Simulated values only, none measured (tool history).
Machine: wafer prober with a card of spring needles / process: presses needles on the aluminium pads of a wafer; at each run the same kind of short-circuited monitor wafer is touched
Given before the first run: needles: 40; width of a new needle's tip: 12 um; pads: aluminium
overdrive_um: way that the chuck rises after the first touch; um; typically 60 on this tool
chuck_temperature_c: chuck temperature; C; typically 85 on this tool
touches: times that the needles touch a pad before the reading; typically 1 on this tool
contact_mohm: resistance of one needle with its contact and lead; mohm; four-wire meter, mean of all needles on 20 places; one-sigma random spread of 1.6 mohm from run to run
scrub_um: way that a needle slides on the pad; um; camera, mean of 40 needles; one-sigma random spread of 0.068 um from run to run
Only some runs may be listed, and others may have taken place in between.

| run | hour | overdrive_um | chuck_temperature_c | touches | contact_mohm | scrub_um |
|---|---|---|---|---|---|---|
| 1 | 0.0 | 60 | 85 | 1 | 167 | 15.03 |
|  | 7.2 | tips cleaned on abrasive film |
|  | 16.1 | tips cleaned on abrasive film |
|  | 25.0 | tips cleaned on abrasive film |
|  | 33.9 | tips cleaned on abrasive film |
|  | 42.8 | tips cleaned on abrasive film |
|  | 50.0 | tips cleaned on abrasive film |
|  | 58.9 | tips cleaned on abrasive film |
|  | 67.8 | tips cleaned on abrasive film |
| 2 | 68.4 | 60 | 85 | 1 | 164 | 14.93 |
|  | 75.6 | tips cleaned on abrasive film |
|  | 84.5 | tips cleaned on abrasive film |
|  | 93.4 | tips cleaned on abrasive film |
|  | 102.3 | tips cleaned on abrasive film |
|  | 104.9 | height of the first contact set anew |
| 3 | 104.9 | 45 | 85 | 1 | 168 | 11.31 |
|  | 110.3 | tips cleaned on abrasive film |
|  | 117.4 | tips cleaned on abrasive film |
|  | 126.4 | tips cleaned on abrasive film |
|  | 135.3 | tips cleaned on abrasive film |
| 4 | 139.4 | 60 | 85 | 1 | 163 | 15.01 |
|  | 143.0 | tips cleaned on abrasive film |
|  | 152.0 | tips cleaned on abrasive film |
|  | 159.1 | tips cleaned on abrasive film |
|  | 168.0 | tips cleaned on abrasive film |
| 5 | 174.4 | 60 | 85 | 1 | 164 | 14.87 |
|  | 176.3 | tips cleaned on abrasive film |
|  | 185.2 | tips cleaned on abrasive film |
|  | 194.1 | tips cleaned on abrasive film |
|  | 203.0 | tips cleaned on abrasive film |
|  | 215.0 | card fitted with new needles |
|  | 224.0 | tips cleaned on abrasive film |
|  | 232.9 | tips cleaned on abrasive film |
| 6 | 235.8 | 60 | 85 | 1 | 168 | 14.82 |
|  | 241.2 | tips cleaned on abrasive film |
|  | 250.1 | tips cleaned on abrasive film |
|  | 259.0 | tips cleaned on abrasive film |
|  | 266.2 | tips cleaned on abrasive film |
|  | 275.1 | tips cleaned on abrasive film |
| 7 | 281.1 | 60 | 85 | 1 | 163 | 15.03 |
|  | 282.9 | tips cleaned on abrasive film |
|  | 290.1 | tips cleaned on abrasive film |
|  | 299.0 | tips cleaned on abrasive film |
|  | 306.2 | tips cleaned on abrasive film |
|  | 315.1 | tips cleaned on abrasive film |
|  | 322.2 | tips cleaned on abrasive film |
|  | 331.1 | tips cleaned on abrasive film |
|  | 340.1 | tips cleaned on abrasive film |
| 8 | 344.1 | 60 | 85 | 1 | 165 | 14.89 |
|  | 347.7 | tips cleaned on abrasive film |
|  | 354.8 | tips cleaned on abrasive film |
|  | 363.8 | tips cleaned on abrasive film |
|  | 370.9 | tips cleaned on abrasive film |
|  | 379.8 | tips cleaned on abrasive film |
|  | 388.8 | tips cleaned on abrasive film |
|  | 397.7 | tips cleaned on abrasive film |
|  | 404.8 | tips cleaned on abrasive film |
|  | 413.7 | tips cleaned on abrasive film |
| 9 | 417.4 | 60 | 92 | 1 | 164 | 14.87 |
|  | 421.0 | tips cleaned on abrasive film |
|  | 429.9 | tips cleaned on abrasive film |
|  | 437.1 | tips cleaned on abrasive film |
|  | 446.0 | tips cleaned on abrasive film |
|  | 454.9 | tips cleaned on abrasive film |
|  | 463.8 | tips cleaned on abrasive film |
|  | 472.7 | tips cleaned on abrasive film |
| 10 | 472.9 | 60 | 85 | 1 | 165 | 15.01 |
|  | 480.1 | tips cleaned on abrasive film |
|  | 489.0 | tips cleaned on abrasive film |
|  | 497.9 | tips cleaned on abrasive film |
|  | 506.8 | tips cleaned on abrasive film |
|  | 514.0 | tips cleaned on abrasive film |
|  | 522.9 | tips cleaned on abrasive film |
| 11 | 524.9 | 55 | 85 | 1 | 166 | 13.70 |
|  | 530.3 | tips cleaned on abrasive film |
|  | 539.2 | tips cleaned on abrasive film |
|  | 546.4 | tips cleaned on abrasive film |
|  | 555.3 | tips cleaned on abrasive film |
| 12 | 561.2 | 61 | 75 | 1 | 160 | 15.10 |
|  | 563.0 | tips cleaned on abrasive film |
|  | 572.0 | tips cleaned on abrasive film |
|  | 580.9 | tips cleaned on abrasive film |
|  | 589.8 | tips cleaned on abrasive film |
|  | 598.7 | tips cleaned on abrasive film |
|  | 607.6 | tips cleaned on abrasive film |
|  | 616.5 | tips cleaned on abrasive film |
|  | 623.7 | tips cleaned on abrasive film |
|  | 632.2 | tips cleaned on abrasive film |
| 13 | 632.2 | 61 | 75 | 1 | 159 | 15.11 |
|  | 641.1 | tips cleaned on abrasive film |
|  | 650.0 | tips cleaned on abrasive film |
|  | 657.2 | tips cleaned on abrasive film |
|  | 666.1 | tips cleaned on abrasive film |
|  | 675.0 | tips cleaned on abrasive film |
|  | 683.9 | tips cleaned on abrasive film |
| 14 | 687.3 | 58 | 45 | 1 | 155 | 14.31 |
|  | 692.7 | tips cleaned on abrasive film |
|  | 701.6 | tips cleaned on abrasive film |
|  | 705.4 | height of the first contact set anew |
|  | 710.8 | tips cleaned on abrasive film |
|  | 719.7 | tips cleaned on abrasive film |
|  | 728.6 | tips cleaned on abrasive film |
|  | 737.6 | tips cleaned on abrasive film |
|  | 746.5 | tips cleaned on abrasive film |
| 15 | 749.9 | 78 | 51 | 2 | 154 | 19.23 |
|  | 755.3 | tips cleaned on abrasive film |
|  | 762.5 | tips cleaned on abrasive film |
|  | 771.4 | tips cleaned on abrasive film |
|  | 778.6 | tips cleaned on abrasive film |
|  | 787.5 | tips cleaned on abrasive film |
|  | 796.4 | tips cleaned on abrasive film |
|  | 803.6 | tips cleaned on abrasive film |
| 16 | 803.6 | 48 | 34 | 1 | 155 | 12.01 |
|  | 812.4 | tips cleaned on abrasive film |
|  | 819.6 | tips cleaned on abrasive film |
|  | 828.5 | tips cleaned on abrasive film |
|  | 837.4 | tips cleaned on abrasive film |
|  | 844.6 | tips cleaned on abrasive film |
| 17 | 849.9 | 71 | 85 | 3 | 159 | 17.55 |
|  | 853.4 | tips cleaned on abrasive film |
|  | 860.6 | tips cleaned on abrasive film |
|  | 869.5 | tips cleaned on abrasive film |
|  | 878.4 | tips cleaned on abrasive film |
|  | 887.3 | tips cleaned on abrasive film |
| 18 | 888.9 | 71 | 85 | 3 | 160 | 17.57 |
|  | 896.1 | tips cleaned on abrasive film |
|  | 903.2 | tips cleaned on abrasive film |
|  | 912.1 | tips cleaned on abrasive film |
|  | 919.3 | tips cleaned on abrasive film |
|  | 928.2 | tips cleaned on abrasive film |
|  | 937.1 | tips cleaned on abrasive film |
|  | 946.1 | tips cleaned on abrasive film |
|  | 955.0 | tips cleaned on abrasive film |
| 19 | 957.3 | 60 | 35 | 1 | 155 | 14.86 |
|  | 962.7 | tips cleaned on abrasive film |
|  | 969.8 | tips cleaned on abrasive film |
|  | 978.7 | tips cleaned on abrasive film |
|  | 985.9 | tips cleaned on abrasive film |
|  | 994.8 | tips cleaned on abrasive film |
| 20 | 1001.6 | 65 | 72 | 1 | 161 | 16.08 |

Branching from run 20: 3 alternative next runs. What would each branch give?
|  | 1003.5 | tips cleaned on abrasive film |
|  | 1012.4 | tips cleaned on abrasive film |
|  | 1019.6 | tips cleaned on abrasive film |
|  | 1028.5 | tips cleaned on abrasive film |
|  | 1035.6 | tips cleaned on abrasive film |
| A | 1037.9 | 46 | 115 | 2 | ? | ? |
|  | 1003.5 | tips cleaned on abrasive film |
|  | 1012.4 | tips cleaned on abrasive film |
|  | 1019.6 | tips cleaned on abrasive film |
|  | 1028.5 | tips cleaned on abrasive film |
|  | 1035.6 | tips cleaned on abrasive film |
| B | 1037.9 | 60 | 85 | 3 | ? | ? |
|  | 1003.5 | tips cleaned on abrasive film |
|  | 1012.4 | tips cleaned on abrasive film |
|  | 1019.6 | tips cleaned on abrasive film |
|  | 1028.5 | tips cleaned on abrasive film |
|  | 1035.6 | tips cleaned on abrasive film |
| C | 1037.9 | 42 | 52 | 2 | ? | ? |

| run | contact_mohm | scrub_um |
|---|---|---|
| A | 177 | 11.30 |
| B | 163 | 14.80 |
| C | 165 | 10.35 |
With no hidden state in the tool, these same runs would have given:
| run | contact_mohm | scrub_um |
|---|---|---|
| A | 177 | 11.43 |
| B | 163 | 14.98 |
| C | 164 | 10.47 |
